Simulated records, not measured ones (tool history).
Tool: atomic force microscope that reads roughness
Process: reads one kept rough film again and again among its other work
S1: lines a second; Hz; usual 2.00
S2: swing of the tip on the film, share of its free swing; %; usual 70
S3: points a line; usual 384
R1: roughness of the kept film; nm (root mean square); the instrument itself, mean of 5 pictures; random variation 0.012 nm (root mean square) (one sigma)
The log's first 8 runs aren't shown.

-- hour=442.9 new tip fitted
run 9 hour=511.9 | S1=2.00 S2=70 S3=384 | R1=2.526
-- hour=536.6 new tip fitted
run 10 hour=588.5 | S1=2.00 S2=70 S3=384 | R1=2.611
-- hour=632.5 new tip fitted
run 11 hour=654.9 | S1=2.00 S2=70 S3=919 | R1=2.726
-- hour=727.9 new tip fitted
run 12 hour=733.7 | S1=2.00 S2=70 S3=919 | R1=2.772
run 13 hour=778.7 | S1=2.00 S2=70 S3=919 | R1=2.588
-- hour=825.5 new tip fitted
run 14 hour=841.8 | S1=2.00 S2=70 S3=919 | R1=2.737
run 15 hour=903.2 | S1=2.00 S2=70 S3=384 | R1=2.521
-- hour=919.9 new tip fitted
run 16 hour=959.7 | S1=2.00 S2=70 S3=384 | R1=2.644
-- hour=1013.3 new tip fitted
run 17 hour=1021.5 | S1=2.00 S2=70 S3=384 | R1=2.764
run 18 hour=1094.3 | S1=1.70 S2=70 S3=414 | R1=2.547
-- hour=1111.1 new tip fitted
run 19 hour=1168.2 | S1=1.18 S2=77 S3=414 | R1=2.619
-- hour=1205.9 new tip fitted
run 20 hour=1249.1 | S1=3.49 S2=70 S3=288 | R1=2.425
-- hour=1299.7 new tip fitted
run 21 hour=1324.1 | S1=2.81 S2=61 S3=933 | R1=2.773
run 22 hour=1360.4 | S1=2.81 S2=61 S3=933 | R1=2.642
-- hour=1395.3 new tip fitted
run 23 hour=1418.2 | S1=1.61 S2=70 S3=919 | R1=2.779
run 24 hour=1452.8 | S1=3.99 S2=63 S3=384 | R1=2.498
-- hour=1492.7 new tip fitted
run 25 hour=1509.9 | S1=3.97 S2=77 S3=384 | R1=2.258
-- hour=1587.1 new tip fitted
run 26 hour=1588.2 | S1=3.97 S2=77 S3=384 | R1=2.303
run 27 hour=1663.0 | S1=1.11 S2=86 S3=525 | R1=2.429
-- hour=1683.0 new tip fitted
run 28 hour=1718.9 | S1=0.66 S2=86 S3=542 | R1=2.696
run 29 hour=1756.0 | S1=2.00 S2=70 S3=502 | R1=2.511
-- hour=1779.1 new tip fitted
run 30 hour=1833.3 | S1=2.00 S2=70 S3=502 | R1=2.577
-- hour=1875.8 new tip fitted
run 31 hour=1915.8 | S1=0.69 S2=87 S3=347 | R1=2.659
run 32 hour=1955.0 | S1=0.69 S2=87 S3=347 | R1=2.553
-- hour=1971.0 new tip fitted
run 33 hour=2018.5 | S1=1.95 S2=85 S3=347 | R1=2.317

5 ways to go on from here, each from the tool as it stands after run 33. What would each give?
-- hour=2065.2 new tip fitted
run A hour=2097.4 | S1=0.96 S2=70 S3=488 | R1=?
-- hour=2065.2 new tip fitted
run B hour=2097.4 | S1=1.95 S2=60 S3=347 | R1=?
-- hour=2065.2 new tip fitted
run C hour=2097.4 | S1=2.99 S2=84 S3=737 | R1=?
-- hour=2065.2 new tip fitted
run D hour=2097.4 | S1=1.50 S2=68 S3=533 | R1=?
-- hour=2065.2 new tip fitted
run E hour=2097.4 | S1=2.73 S2=85 S3=347 | R1=?

run=A R1=2.778
run=B R1=2.772
run=C R1=2.191
run=D R1=2.741
run=E R1=2.188
Without the tool's hidden state the same runs would have given:
run=A R1=2.965
run=B R1=2.957
run=C R1=2.338
run=D R1=2.924
run=E R1=2.334

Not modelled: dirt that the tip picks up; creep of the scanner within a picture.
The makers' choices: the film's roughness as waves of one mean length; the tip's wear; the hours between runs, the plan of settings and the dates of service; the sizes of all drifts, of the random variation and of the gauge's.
